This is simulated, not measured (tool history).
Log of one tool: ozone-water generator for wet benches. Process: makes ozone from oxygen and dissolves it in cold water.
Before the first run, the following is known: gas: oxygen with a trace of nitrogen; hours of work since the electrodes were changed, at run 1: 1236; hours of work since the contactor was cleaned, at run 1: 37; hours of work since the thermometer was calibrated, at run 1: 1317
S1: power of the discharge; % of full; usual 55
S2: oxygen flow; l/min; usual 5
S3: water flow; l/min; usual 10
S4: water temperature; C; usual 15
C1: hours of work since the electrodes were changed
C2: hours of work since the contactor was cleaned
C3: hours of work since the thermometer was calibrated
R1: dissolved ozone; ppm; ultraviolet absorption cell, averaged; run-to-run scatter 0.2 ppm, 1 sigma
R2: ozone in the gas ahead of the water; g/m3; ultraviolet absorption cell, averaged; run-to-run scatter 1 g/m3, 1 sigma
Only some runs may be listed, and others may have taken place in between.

run    hour  S1    S2  S3  S4    C1    C2    C3    R1     R2
  1       0  55     5  10  15  1236    37  1317  27.8  171.6
  2    67.6  55     5  10  15  1293    94  1374  27.6    173
  3   128.5  55     5   6  15  1344   145  1425  35.6  170.6
  4   161.1  55     5  10  23  1372   172  1452  23.4    172
  5     237  55     5  10  23  1436   236  1516  23.7  171.7
  6   302.8  55     5  10  23  1491   292  1571  23.1  171.8
  7   365.5  55     5  10  23  1544   344  1624  23.4  170.8
  8   413.6  55     5   9  23  1584   385  1665  24.3  171.5
  9   487.4  55     5  11  23  1646   447  1727  22.1    171
 10   566.4  55     5  10   8  1712   513  1793  30.6  169.2
 11   604.6  55     5  10   8  1745   545  1825  30.4  171.5
 12   663.3  53     5  10  15  1794   595  1874  26.6  165.2
 13     703  53     5  10  15  1827   628  1908    26  164.3
 14     742  55     5  10  12  1860   661  1941  28.4  167.5
 15   788.2  55     5  10  12  1899   700  1979  28.1  169.5
 16   853.2  55     5  10  11  1954   754  2034  28.5  167.5
 17   888.8  55     5  10  11  1983   784  2064  28.7  166.8
 18     945  55     5  10  11  2031   831  2111  28.8    167
 19   992.8  58   3.9  10  11  2071   872  2151  29.7  198.2
 20  1029.1  43  5.64  10  11  2101   902  2182  23.2  129.2
 21  1104.5  70  7.01   9  17  2165   965  2245  31.1  174.6
 22    1139  70  7.01   9  17  2194   994  2274  31.2  174.1
     1145.6  -- water thermometer calibrated
 23  1214.9  55  3.11  10  15  2257  1058    58  26.3  209.3
 24  1273.5  55  7.62   9  19  2306  1107   107  24.1    136
     1294.7  -- water thermometer calibrated, once more
 25  1343.2  55     5   6  15  2365  1165    41  34.1  166.4
 26  1409.9  55  2.89   8  15  2421  1221    97  29.7    214
 27  1443.6  55  2.89   8  15  2449  1250   125  29.9  212.3
 28  1505.1  55  2.89   8  15  2501  1301   177  30.1  212.6
 29  1539.5  55  6.35  10  10  2530  1330   206    28  148.1
 30  1616.9  55   2.8  10  16  2595  1395   271  25.2  216.6
 31  1659.2  55   2.8  10  15  2630  1431   306  25.6  214.6
 32  1719.2  55     5   6  11  2681  1481   357    36  164.2
 33  1751.9  60     5  10  10  2708  1509   384  29.9  174.1

What if the next run were any one of these 3? Each begins from the tool's condition after run 33:
  A  1817.5  60     5  12  12  2763  1564  439   ?   ?
  B  1817.5  60     5  10  16  2763  1564  439   ?   ?
  C  1817.5  55  7.66  11  15  2763  1564  439   ?   ?

run    R1     R2
  A  25.8  175.3
  B  26.9  175.3
  C  23.6    135
Without the tool's hidden state the same runs would have given:
run    R1     R2
  A  29.6  192.7
  B  30.7  192.6
  C  26.8  147.3
